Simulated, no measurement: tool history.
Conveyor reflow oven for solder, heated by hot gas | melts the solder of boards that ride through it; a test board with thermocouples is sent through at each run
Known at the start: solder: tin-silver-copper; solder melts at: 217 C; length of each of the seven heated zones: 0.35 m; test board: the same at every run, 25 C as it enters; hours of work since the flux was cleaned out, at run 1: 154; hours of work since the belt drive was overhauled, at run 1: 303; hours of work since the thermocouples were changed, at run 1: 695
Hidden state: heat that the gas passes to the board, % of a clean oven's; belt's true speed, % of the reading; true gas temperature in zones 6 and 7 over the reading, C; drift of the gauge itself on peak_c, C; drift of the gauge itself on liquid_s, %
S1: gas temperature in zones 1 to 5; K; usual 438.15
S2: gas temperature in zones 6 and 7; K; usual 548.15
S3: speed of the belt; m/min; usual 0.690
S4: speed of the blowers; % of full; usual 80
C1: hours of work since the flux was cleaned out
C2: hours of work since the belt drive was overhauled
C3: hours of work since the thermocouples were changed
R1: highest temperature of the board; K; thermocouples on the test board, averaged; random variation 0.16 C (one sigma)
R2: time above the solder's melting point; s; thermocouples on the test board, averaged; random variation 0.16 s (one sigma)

run,day,S1,S2,S3,S4,C1,C2,C3,R1,R2
1,0.000,438.15,548.15,0.690,80,154,303,695,535.25,49.2
# day 0.604: flux residue cleaned out of gas plates and filters
2,1.492,438.15,548.15,0.690,80,11,319,711,535.95,49.3
3,2.367,438.15,558.15,0.690,80,23,330,723,545.45,52.7
4,3.567,438.15,558.15,0.690,80,38,346,738,545.15,52.7
5,4.812,438.15,558.15,0.690,80,54,361,754,545.25,53.1
6,5.746,438.15,558.15,0.690,80,66,373,766,544.65,52.6
7,6.975,438.15,558.15,0.605,80,82,389,782,548.95,62.1
8,8.329,438.15,558.15,0.605,80,99,407,799,548.95,62.2
9,9.642,438.15,558.15,0.605,80,116,423,816,549.05,62.2
10,10.692,438.15,558.15,0.605,80,129,437,829,548.95,62.0
11,11.500,438.15,558.15,0.605,80,139,447,839,548.95,62.2
12,12.612,438.15,548.15,0.690,72,154,461,854,533.65,48.0
# day 13.238: flux residue cleaned out of gas plates and filters
13,13.917,450.15,559.15,0.689,57,9,475,868,542.15,55.1
14,14.621,426.15,545.15,0.707,80,18,484,877,531.35,43.3
15,15.292,445.15,548.15,0.690,70,26,493,885,535.15,50.7
16,15.933,441.15,539.15,0.584,65,35,501,894,530.45,57.0
17,16.838,439.15,562.15,0.743,66,46,513,905,542.55,48.3
18,17.792,424.15,560.15,0.690,65,58,525,917,541.05,48.2
19,18.846,426.15,548.15,0.690,80,72,538,931,534.85,46.5
20,19.875,449.15,547.15,0.564,61,85,552,944,538.65,65.7
21,21.221,449.15,547.15,0.694,61,102,569,961,532.05,49.8
22,22.467,424.15,537.15,0.690,52,118,585,977,515.95,33.0
23,23.317,424.15,537.15,0.690,52,129,596,988,515.85,32.9

Forecast each of these 3 alternatives for the next run:
A,24.454,424.15,537.15,0.808,52,144,610,1003,?,?
B,24.454,441.15,548.15,0.690,80,144,610,1003,?,?
C,24.454,442.15,548.15,0.690,80,144,610,1003,?,?

run,R1,R2
A,508.45,21.4
B,536.35,50.7
C,536.75,51.1
Without the tool's hidden state the same runs would have given:
run,R1,R2
A,506.55,19.5
B,534.35,49.3
C,534.85,49.7
